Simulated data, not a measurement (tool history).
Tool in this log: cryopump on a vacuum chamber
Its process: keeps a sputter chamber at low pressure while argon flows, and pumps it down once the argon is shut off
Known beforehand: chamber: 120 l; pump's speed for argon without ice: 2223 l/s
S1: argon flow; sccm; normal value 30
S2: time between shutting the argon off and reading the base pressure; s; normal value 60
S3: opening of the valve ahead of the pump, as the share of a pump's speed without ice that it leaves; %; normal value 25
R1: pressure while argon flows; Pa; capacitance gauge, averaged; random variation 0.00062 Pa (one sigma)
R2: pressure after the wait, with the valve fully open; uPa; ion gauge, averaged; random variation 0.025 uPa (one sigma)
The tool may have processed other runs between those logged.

run,hour,S1,S2,S3,R1,R2
1,0.0,30,60,25,0.0930,1.22
2,20.9,30,60,25,0.0935,1.21
3,47.3,30,60,25,0.0933,1.21
4,71.8,30,60,25,0.0925,1.19
5,93.5,30,60,18,0.1282,1.23
6,121.6,30,31,25,0.0926,2.05
7,148.7,30,31,25,0.0940,2.20
8,173.1,30,60,25,0.0943,1.30
9,199.5,38,118,19,0.1553,0.82
10,223.2,38,118,19,0.1556,0.86
11,248.0,30,60,45,0.0531,1.31
12,270.4,30,60,45,0.0532,1.27
13,292.1,17,145,38,0.0356,0.81
14,320.1,17,145,38,0.0359,0.78
15,341.8,17,145,38,0.0362,0.80
16,360.9,24,30,25,0.0763,2.26

Each row is a separate what-if for the run after 16, all from the same tool condition, not one after another. Results?
A,385.5,24,87,46,?,?
B,385.5,52,79,39,?,?
C,385.5,16,60,25,?,?

run,R1,R2
A,0.0420,1.09
B,0.1063,1.11
C,0.0505,1.38
With no hidden state in the tool, these same runs would have given:
run,R1,R2
A,0.0393,0.77
B,0.1005,0.81
C,0.0488,1.08

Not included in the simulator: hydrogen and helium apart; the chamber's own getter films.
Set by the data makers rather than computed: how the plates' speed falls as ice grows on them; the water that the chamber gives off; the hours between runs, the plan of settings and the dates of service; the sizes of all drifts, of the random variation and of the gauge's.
